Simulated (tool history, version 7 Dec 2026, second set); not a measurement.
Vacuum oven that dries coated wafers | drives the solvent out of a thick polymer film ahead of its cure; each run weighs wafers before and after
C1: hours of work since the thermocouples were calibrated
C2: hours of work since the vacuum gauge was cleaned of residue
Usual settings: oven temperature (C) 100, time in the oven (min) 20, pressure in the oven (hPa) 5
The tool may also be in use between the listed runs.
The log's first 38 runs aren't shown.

run 39 hour=3506.1 | oven_temperature_(C)=106 time_in_the_oven_(min)=10 pressure_in_the_oven_(hPa)=3.32 | C1=381 C2=141 | solvent_left_in_the_film_(%)=3.79
run 40 hour=3607.2 | oven_temperature_(C)=100 time_in_the_oven_(min)=16 pressure_in_the_oven_(hPa)=5 | C1=428 C2=188 | solvent_left_in_the_film_(%)=2.8
run 41 hour=3699.8 | oven_temperature_(C)=90 time_in_the_oven_(min)=15 pressure_in_the_oven_(hPa)=11.18 | C1=471 C2=231 | solvent_left_in_the_film_(%)=5.55
run 42 hour=3820.3 | oven_temperature_(C)=90 time_in_the_oven_(min)=15 pressure_in_the_oven_(hPa)=11.18 | C1=527 C2=287 | solvent_left_in_the_film_(%)=5.52
run 43 hour=3888.9 | oven_temperature_(C)=90 time_in_the_oven_(min)=15 pressure_in_the_oven_(hPa)=11.18 | C1=559 C2=319 | solvent_left_in_the_film_(%)=5.53
run 44 hour=3969.4 | oven_temperature_(C)=90 time_in_the_oven_(min)=15 pressure_in_the_oven_(hPa)=4.38 | C1=596 C2=356 | solvent_left_in_the_film_(%)=5.25
run 45 hour=4070.9 | oven_temperature_(C)=103 time_in_the_oven_(min)=20 pressure_in_the_oven_(hPa)=7.62 | C1=644 C2=404 | solvent_left_in_the_film_(%)=1.54
run 46 hour=4161.3 | oven_temperature_(C)=108 time_in_the_oven_(min)=11 pressure_in_the_oven_(hPa)=4.83 | C1=686 C2=446 | solvent_left_in_the_film_(%)=2.9
run 47 hour=4266.5 | oven_temperature_(C)=108 time_in_the_oven_(min)=11 pressure_in_the_oven_(hPa)=4.83 | C1=735 C2=495 | solvent_left_in_the_film_(%)=2.91

Forecast each of these 4 alternatives for the next run:
run A hour=4324.3 | oven_temperature_(C)=108 time_in_the_oven_(min)=22 pressure_in_the_oven_(hPa)=4.83 | C1=762 C2=522 | solvent_left_in_the_film_(%)=?
run B hour=4324.3 | oven_temperature_(C)=107 time_in_the_oven_(min)=15 pressure_in_the_oven_(hPa)=17.61 | C1=762 C2=522 | solvent_left_in_the_film_(%)=?
run C hour=4324.3 | oven_temperature_(C)=86 time_in_the_oven_(min)=17 pressure_in_the_oven_(hPa)=19.92 | C1=762 C2=522 | solvent_left_in_the_film_(%)=?
run D hour=4324.3 | oven_temperature_(C)=88 time_in_the_oven_(min)=20 pressure_in_the_oven_(hPa)=5.1 | C1=762 C2=522 | solvent_left_in_the_film_(%)=?

run=A solvent_left_in_the_film_(%)=0.71
run=B solvent_left_in_the_film_(%)=2.14
run=C solvent_left_in_the_film_(%)=6.3
run=D solvent_left_in_the_film_(%)=4.28
Without the tool's hidden state the same runs would have given:
run=A solvent_left_in_the_film_(%)=0.7
run=B solvent_left_in_the_film_(%)=2.21
run=C solvent_left_in_the_film_(%)=6.41
run=D solvent_left_in_the_film_(%)=4.37

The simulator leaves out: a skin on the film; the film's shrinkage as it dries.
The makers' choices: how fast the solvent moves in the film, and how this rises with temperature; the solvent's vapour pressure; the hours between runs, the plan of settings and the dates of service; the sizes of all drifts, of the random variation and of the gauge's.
